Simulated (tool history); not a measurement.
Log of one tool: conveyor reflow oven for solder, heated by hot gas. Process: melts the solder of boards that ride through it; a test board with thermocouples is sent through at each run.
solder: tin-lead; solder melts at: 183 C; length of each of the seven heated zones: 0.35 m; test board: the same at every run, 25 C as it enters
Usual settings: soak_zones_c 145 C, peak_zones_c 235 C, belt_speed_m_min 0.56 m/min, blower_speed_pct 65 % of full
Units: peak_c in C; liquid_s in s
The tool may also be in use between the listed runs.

| run | day | soak_zones_c | peak_zones_c | belt_speed_m_min | blower_speed_pct | peak_c | liquid_s |
|---|---|---|---|---|---|---|---|
| 1 | 0 | 145 | 235 | 0.56 | 65 | 221.4 | 62.8 |
| 2 | 0.658 | 145 | 235 | 0.56 | 65 | 221.2 | 63.1 |
| 3 | 0.988 | 145 | 235 | 0.51 | 65 | 224 | 71.1 |
| 4 | 1.571 | 135 | 235 | 0.56 | 65 | 219.8 | 57.6 |
| 5 | 2.15 | 145 | 235 | 0.56 | 53 | 219.3 | 61.4 |
| 6 | 2.612 | 145 | 235 | 0.56 | 65 | 221.2 | 63 |
| 7 | 3.229 | 145 | 235 | 0.56 | 65 | 220.8 | 62.7 |
| 8 | 3.854 | 145 | 235 | 0.56 | 65 | 221.1 | 62.6 |
|  | 4.371 | flux residue cleaned out of gas plates and filters |
| 9 | 4.629 | 145 | 235 | 0.56 | 65 | 222.4 | 63.4 |
| 10 | 5.283 | 143 | 247 | 0.549 | 88 | 236.1 | 71.6 |
| 11 | 6.004 | 145 | 243 | 0.56 | 51 | 226.9 | 65.9 |

The next listed run, before its measurement:
| 12 | 6.308 | 145 | 235 | 0.56 | 65 | ? | ? |

Run 12 gave peak_c 222 C, liquid_s 63.6 s.
Without the tool's hidden state the same run would have given peak_c 221.4 C, liquid_s 62.3 s.
